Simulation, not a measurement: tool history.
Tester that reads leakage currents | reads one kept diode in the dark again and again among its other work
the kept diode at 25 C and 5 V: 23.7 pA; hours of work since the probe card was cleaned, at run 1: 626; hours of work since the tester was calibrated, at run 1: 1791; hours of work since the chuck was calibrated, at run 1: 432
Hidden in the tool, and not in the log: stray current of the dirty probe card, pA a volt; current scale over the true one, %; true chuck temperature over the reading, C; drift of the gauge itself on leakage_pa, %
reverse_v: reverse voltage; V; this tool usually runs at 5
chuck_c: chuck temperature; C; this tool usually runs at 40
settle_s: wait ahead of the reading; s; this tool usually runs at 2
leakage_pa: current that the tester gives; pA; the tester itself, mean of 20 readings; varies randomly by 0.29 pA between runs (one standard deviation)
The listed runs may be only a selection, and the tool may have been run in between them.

run,day,reverse_v,chuck_c,settle_s,hours of work since the probe card was cleaned,hours of work since the tester was calibrated,hours of work since the chuck was calibrated,leakage_pa
1,0,5,40,2,626,1791,432,89.32
2,6.104,5,40,2,735,1900,541,88.57
3,11.688,5,26,2,835,2000,641,27.24
4,19.029,5,31,2,966,2131,772,41
5,24.488,5,31,2,1064,2228,870,40.98
# day 28.796: tester calibrated
6,28.796,5,31,2,1139,0,945,39.77
7,35.129,5,31,2,1252,113,1058,40.01
8,41.629,5,31,2,1369,229,1174,39.68
9,49.517,2.92,40,2,1510,370,1315,60.4
10,55.188,5,40,2,1611,472,1417,80
# day 57.392: chuck's temperature calibrated
11,58.875,5,40,2,1675,536,26,72.4
12,63.254,5,40,2,1753,614,105,71.89
# day 67.35: probe card cleaned and baked
13,68.912,3.11,40,2,28,713,204,51.24
14,73.071,5,28,2,102,787,278,22.2
15,78.346,1.06,40,2,196,882,372,29.23
16,84.317,5,40,2,303,988,479,63.71
17,89.838,5,40,2,402,1087,577,63.44
18,96.592,5,40,8,522,1208,698,61.83
# day 103.246: chuck's temperature calibrated, once more
19,104.529,5,40,8,663,1348,23,95.52
20,111.579,19.95,40,2,789,1474,149,197.76

For run 21, what comes out?
21,115.129,19.95,40,2,852,1537,212,?

leakage_pa: 197.02 pA
The same run, on a tool lacking any hidden state, would have yielded leakage_pa 189.21 pA.

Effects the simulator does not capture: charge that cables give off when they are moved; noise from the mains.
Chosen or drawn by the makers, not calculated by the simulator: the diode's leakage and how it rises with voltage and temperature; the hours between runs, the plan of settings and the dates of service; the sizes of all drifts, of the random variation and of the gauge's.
